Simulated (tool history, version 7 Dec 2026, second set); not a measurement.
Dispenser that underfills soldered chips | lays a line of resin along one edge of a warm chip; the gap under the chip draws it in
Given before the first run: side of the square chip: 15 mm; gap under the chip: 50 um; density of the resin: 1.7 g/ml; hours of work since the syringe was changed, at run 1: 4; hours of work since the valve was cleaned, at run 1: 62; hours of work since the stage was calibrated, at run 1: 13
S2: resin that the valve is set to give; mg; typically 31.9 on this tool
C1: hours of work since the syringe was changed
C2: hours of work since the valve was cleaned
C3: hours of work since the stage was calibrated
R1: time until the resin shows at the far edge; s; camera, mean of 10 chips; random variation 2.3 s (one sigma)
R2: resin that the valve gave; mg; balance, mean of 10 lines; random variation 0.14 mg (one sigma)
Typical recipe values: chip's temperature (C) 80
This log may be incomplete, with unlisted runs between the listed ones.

Run 1, hour 0.0: usual settings; C1 4; C2 62; C3 13. Result: R1 305.7 s, R2 31.00 mg.
Run 2, hour 4.7: usual settings; C1 7; C2 65; C3 16. Result: R1 400.0 s, R2 30.93 mg.
At hour 7.0: new syringe of resin.
Run 3, hour 10.3: usual settings but chip's temperature (C) 88; C1 2; C2 69; C3 19. Result: R1 208.9 s, R2 31.11 mg.
Run 4, hour 13.0: usual settings but S2 33.4 mg; C1 4; C2 71; C3 21. Result: R1 322.9 s, R2 32.43 mg.
Run 5, hour 16.4: usual settings but S2 33.4 mg; C1 6; C2 73; C3 24. Result: R1 394.4 s, R2 32.17 mg.
At hour 19.3: new syringe of resin.
Run 6, hour 20.8: usual settings but S2 33.4 mg; C1 1; C2 76; C3 27. Result: R1 254.6 s, R2 32.28 mg.
Run 7, hour 24.8: usual settings but S2 33.4 mg; C1 4; C2 79; C3 29. Result: R1 317.5 s, R2 32.38 mg.
Run 8, hour 29.9: usual settings but S2 33.4 mg; C1 7; C2 82; C3 33. Result: R1 424.5 s, R2 32.40 mg.
At hour 31.3: new syringe of resin.
Run 9, hour 34.8: usual settings but S2 33.4 mg; C1 2; C2 85; C3 36. Result: R1 282.2 s, R2 32.37 mg.
Run 10, hour 40.1: usual settings but S2 33.4 mg; C1 6; C2 89; C3 40. Result: R1 383.5 s, R2 32.00 mg.
At hour 43.4: new syringe of resin.
Run 11, hour 44.5: usual settings but chip's temperature (C) 74, S2 33.4 mg; C1 1; C2 92; C3 42. Result: R1 313.9 s, R2 32.28 mg.
Run 12, hour 48.5: usual settings; C1 4; C2 95; C3 45. Result: R1 305.1 s, R2 30.73 mg.
Run 13, hour 51.9: usual settings; C1 6; C2 97; C3 48. Result: R1 378.1 s, R2 30.69 mg.
At hour 53.2: dispensing valve cleaned and set on the balance.
Run 14, hour 56.0: usual settings but S2 41.3 mg; C1 8; C2 2; C3 50. Result: R1 438.9 s, R2 41.33 mg.
At hour 56.7: new syringe of resin.
Run 15, hour 58.7: usual settings but S2 41.3 mg; C1 1; C2 4; C3 51. Result: R1 261.9 s, R2 41.16 mg.
Run 16, hour 62.7: usual settings but S2 35.4 mg; C1 4; C2 6; C3 54. Result: R1 331.6 s, R2 35.33 mg.
Run 17, hour 67.7: usual settings but S2 35.4 mg; C1 8; C2 10; C3 58. Result: R1 436.0 s, R2 34.92 mg.
At hour 69.1: new syringe of resin.
Run 18, hour 72.8: usual settings but S2 35.4 mg; C1 3; C2 13; C3 61. Result: R1 280.5 s, R2 35.05 mg.
Run 19, hour 75.2: usual settings but chip's temperature (C) 76, S2 38.4 mg; C1 4; C2 15; C3 63. Result: R1 373.9 s, R2 38.20 mg.
Run 20, hour 78.1: usual settings but chip's temperature (C) 76, S2 38.4 mg; C1 6; C2 17; C3 65. Result: R1 439.9 s, R2 37.95 mg.
At hour 81.5: new syringe of resin.
Run 21, hour 83.1: usual settings but chip's temperature (C) 76, S2 38.4 mg; C1 1; C2 20; C3 68. Result: R1 297.1 s, R2 38.03 mg.
Run 22, hour 87.1: usual settings but chip's temperature (C) 89; C1 4; C2 23; C3 71. Result: R1 229.6 s, R2 31.66 mg.
Run 23, hour 90.4: usual settings but chip's temperature (C) 85, S2 29.4 mg; C1 6; C2 25; C3 73. Result: R1 317.3 s, R2 29.01 mg.
At hour 93.6: new syringe of resin.
Run 24, hour 96.0: usual settings but chip's temperature (C) 84, S2 33.5 mg; C1 2; C2 29; C3 76. Result: R1 224.9 s, R2 33.03 mg.
Run 25, hour 98.5: usual settings but chip's temperature (C) 84, S2 33.5 mg; C1 3; C2 30; C3 78. Result: R1 262.1 s, R2 33.02 mg.
Run 26, hour 101.2: usual settings but chip's temperature (C) 66, S2 38.9 mg; C1 5; C2 32; C3 80. Result: R1 620.5 s, R2 38.24 mg.
Run 27, hour 104.3: usual settings but chip's temperature (C) 66, S2 37.5 mg; C1 7; C2 34; C3 82. Result: R1 737.3 s, R2 36.65 mg.
At hour 105.7: new syringe of resin.
Run 28, hour 107.7: usual settings but chip's temperature (C) 66, S2 37.5 mg; C1 1; C2 37; C3 84. Result: R1 452.9 s, R2 36.90 mg.
Run 29, hour 110.9: usual settings but chip's temperature (C) 65, S2 40.7 mg; C1 4; C2 39; C3 87. Result: R1 550.1 s, R2 40.01 mg.
Run 30, hour 114.8: usual settings but chip's temperature (C) 81, S2 36.8 mg; C1 6; C2 41; C3 89. Result: R1 369.0 s, R2 36.25 mg.
At hour 117.9: new syringe of resin.
Run 31, hour 119.7: usual settings but chip's temperature (C) 66, S2 28.3 mg; C1 1; C2 45; C3 92. Result: R1 451.8 s, R2 27.53 mg.
Run 32, hour 123.2: usual settings but chip's temperature (C) 66, S2 28.3 mg; C1 4; C2 47; C3 95. Result: R1 556.6 s, R2 27.82 mg.
Run 33, hour 126.5: usual settings but chip's temperature (C) 75, S2 40.5 mg; C1 6; C2 49; C3 97. Result: R1 451.1 s, R2 39.54 mg.
At hour 130.2: new syringe of resin.
Run 34, hour 130.2: usual settings but chip's temperature (C) 70, S2 28.8 mg; C1 0; C2 52; C3 99. Result: R1 351.8 s, R2 28.07 mg.
Run 35, hour 133.2: usual settings but chip's temperature (C) 70, S2 28.8 mg; C1 2; C2 54; C3 102. Result: R1 424.8 s, R2 28.13 mg.
Run 36, hour 136.7: usual settings but chip's temperature (C) 70, S2 28.8 mg; C1 5; C2 56; C3 104. Result: R1 508.8 s, R2 27.98 mg.

Below are 3 alternative next runs, each starting from the tool's condition after run 36. Predict each:
Run A, hour 140.1: usual settings but chip's temperature (C) 76, S2 39.1 mg; C1 7; C2 59; C3 106. Result: R1 ?, R2 ?.
Run B, hour 140.1: usual settings but chip's temperature (C) 73, S2 28.5 mg; C1 7; C2 59; C3 106. Result: R1 ?, R2 ?.
Run C, hour 140.1: usual settings but chip's temperature (C) 73, S2 40.3 mg; C1 7; C2 59; C3 106. Result: R1 ?, R2 ?.

run     R1     R2
  A  477.5  38.14
  B  544.6  28.05
  C  526.7  39.06
Stripped of hidden state, with their random variation kept, the same runs would have yielded:
run     R1     R2
  A  267.7  39.11
  B  303.8  28.76
  C  295.1  40.04
